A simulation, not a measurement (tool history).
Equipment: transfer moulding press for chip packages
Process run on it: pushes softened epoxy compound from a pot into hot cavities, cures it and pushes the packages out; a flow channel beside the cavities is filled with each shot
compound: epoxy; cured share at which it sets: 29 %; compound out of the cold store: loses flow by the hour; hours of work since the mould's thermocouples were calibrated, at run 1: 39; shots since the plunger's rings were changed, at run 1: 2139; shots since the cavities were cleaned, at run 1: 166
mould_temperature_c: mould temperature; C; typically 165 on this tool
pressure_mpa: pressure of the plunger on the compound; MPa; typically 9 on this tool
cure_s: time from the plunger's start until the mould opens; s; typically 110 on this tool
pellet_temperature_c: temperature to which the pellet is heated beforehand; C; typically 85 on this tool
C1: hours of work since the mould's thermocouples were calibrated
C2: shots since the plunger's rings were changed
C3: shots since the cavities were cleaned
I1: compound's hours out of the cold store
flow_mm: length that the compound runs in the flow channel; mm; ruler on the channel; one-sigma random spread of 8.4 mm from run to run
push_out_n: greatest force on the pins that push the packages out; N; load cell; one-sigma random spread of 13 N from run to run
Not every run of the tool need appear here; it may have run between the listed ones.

run 1 hour=0 | mould_temperature_c=165 pressure_mpa=9 cure_s=110 pellet_temperature_c=85 | C1=39 C2=2139 C3=166 | I1=39.8 | flow_mm=868 push_out_n=864
-- hour=43.1 cavities cleaned with cleaning compound and waxed
run 2 hour=61.2 | mould_temperature_c=165 pressure_mpa=9 cure_s=110 pellet_temperature_c=85 | C1=66 C2=2571 C3=131 | I1=30.1 | flow_mm=892 push_out_n=777
-- hour=106.3 cavities cleaned with cleaning compound and waxed
run 3 hour=121 | mould_temperature_c=165 pressure_mpa=9 cure_s=110 pellet_temperature_c=85 | C1=93 C2=2993 C3=107 | I1=43.6 | flow_mm=849 push_out_n=781
-- hour=169.7 cavities cleaned with cleaning compound and waxed
run 4 hour=179 | mould_temperature_c=165 pressure_mpa=9 cure_s=110 pellet_temperature_c=85 | C1=119 C2=3402 C3=68 | I1=9.7 | flow_mm=913 push_out_n=694
run 5 hour=223.9 | mould_temperature_c=165 pressure_mpa=9 cure_s=110 pellet_temperature_c=85 | C1=140 C2=3726 C3=392 | I1=45.5 | flow_mm=836 push_out_n=1020
-- hour=235 cavities cleaned with cleaning compound and waxed
run 6 hour=262.9 | mould_temperature_c=165 pressure_mpa=9 cure_s=110 pellet_temperature_c=85 | C1=157 C2=3998 C3=202 | I1=19.1 | flow_mm=883 push_out_n=914
run 7 hour=294.5 | mould_temperature_c=165 pressure_mpa=9 cure_s=110 pellet_temperature_c=85 | C1=172 C2=4227 C3=431 | I1=46.5 | flow_mm=823 push_out_n=1040
-- hour=300.4 cavities cleaned with cleaning compound and waxed
run 8 hour=338.6 | mould_temperature_c=165 pressure_mpa=9 cure_s=110 pellet_temperature_c=85 | C1=191 C2=4535 C3=276 | I1=37.9 | flow_mm=855 push_out_n=1002
-- hour=364.6 cavities cleaned with cleaning compound and waxed
run 9 hour=394.8 | mould_temperature_c=165 pressure_mpa=9 cure_s=110 pellet_temperature_c=85 | C1=216 C2=4931 C3=219 | I1=47.6 | flow_mm=818 push_out_n=894
-- hour=426.8 cavities cleaned with cleaning compound and waxed
run 10 hour=459 | mould_temperature_c=165 pressure_mpa=9 cure_s=110 pellet_temperature_c=85 | C1=245 C2=5385 C3=234 | I1=23.6 | flow_mm=861 push_out_n=895
-- hour=489.3 cavities cleaned with cleaning compound and waxed
run 11 hour=506 | mould_temperature_c=165 pressure_mpa=9 cure_s=110 pellet_temperature_c=85 | C1=266 C2=5714 C3=121 | I1=25.4 | flow_mm=852 push_out_n=780
-- hour=553.6 cavities cleaned with cleaning compound and waxed
run 12 hour=563.6 | mould_temperature_c=165 pressure_mpa=9 cure_s=110 pellet_temperature_c=85 | C1=292 C2=6120 C3=73 | I1=36.7 | flow_mm=822 push_out_n=684
-- hour=577.1 plunger's sealing rings changed
-- hour=618.5 cavities cleaned with cleaning compound and waxed
run 13 hour=622 | mould_temperature_c=165 pressure_mpa=9 cure_s=110 pellet_temperature_c=85 | C1=317 C2=314 C3=25 | I1=13.2 | flow_mm=957 push_out_n=632
run 14 hour=648.1 | mould_temperature_c=165 pressure_mpa=9 cure_s=110 pellet_temperature_c=85 | C1=329 C2=503 C3=214 | I1=20.9 | flow_mm=944 push_out_n=864
-- hour=683.7 cavities cleaned with cleaning compound and waxed
run 15 hour=695.8 | mould_temperature_c=163 pressure_mpa=9.34 cure_s=95 pellet_temperature_c=77 | C1=351 C2=838 C3=88 | I1=42.6 | flow_mm=910 push_out_n=1064
-- hour=746.1 cavities cleaned with cleaning compound and waxed
run 16 hour=756.5 | mould_temperature_c=172 pressure_mpa=9 cure_s=110 pellet_temperature_c=85 | C1=378 C2=1266 C3=75 | I1=39.4 | flow_mm=873 push_out_n=573
-- hour=809.3 cavities cleaned with cleaning compound and waxed
run 17 hour=818.7 | mould_temperature_c=172 pressure_mpa=8.92 cure_s=110 pellet_temperature_c=85 | C1=406 C2=1706 C3=69 | I1=33.4 | flow_mm=867 push_out_n=574
-- hour=872.5 cavities cleaned with cleaning compound and waxed
run 18 hour=874.3 | mould_temperature_c=172 pressure_mpa=8.92 cure_s=110 pellet_temperature_c=85 | C1=431 C2=2097 C3=13 | I1=37.8 | flow_mm=853 push_out_n=512

Forecast run 19:
-- hour=898.7 mould's thermocouples calibrated
run 19 hour=907 | mould_temperature_c=157 pressure_mpa=8.81 cure_s=110 pellet_temperature_c=85 | C1=4 C2=2319 C3=235 | I1=19.5 | flow_mm=? push_out_n=?

flow_mm: 942 mm
push_out_n: 1702 N
Without the tool's hidden state the same run would have given flow_mm 976 mm, push_out_n 1063 N.
